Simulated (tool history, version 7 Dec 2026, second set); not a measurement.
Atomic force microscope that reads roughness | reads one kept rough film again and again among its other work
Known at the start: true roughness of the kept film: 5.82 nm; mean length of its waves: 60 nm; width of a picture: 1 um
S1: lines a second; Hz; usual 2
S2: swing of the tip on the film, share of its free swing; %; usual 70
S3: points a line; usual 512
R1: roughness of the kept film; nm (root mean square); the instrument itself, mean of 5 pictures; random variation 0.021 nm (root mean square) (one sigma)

run,day,S1,S2,S3,R1
1,0,2,70,512,4.81
2,0.417,2,70,369,4.747
# day 0.667: new tip fitted
3,0.75,2,70,369,5.054
4,1.15,2,70,369,4.992
5,1.458,2,70,494,4.997
6,1.642,0.76,72,359,5.269
# day 1.717: height scale calibrated on a step standard
7,1.992,0.76,72,359,5.273
8,2.358,2,70,478,4.909
# day 2.442: height scale calibrated on a step standard, once more
9,2.604,2,70,478,4.922
10,2.833,2,70,349,4.916

Measured less the same run without the tool's hidden state. The same run-to-run variation is in both; the gauge's scatter may not be:
The hidden state here: radius of the tip, nm; height scale over the true one, %; drift of the gauge itself on roughness_nm, %.
run,R1
1,-0.279
2,-0.311
3,-0.018
4,-0.051
5,-0.076
6,-0.095
7,-0.12
8,-0.14
9,-0.153
10,-0.17
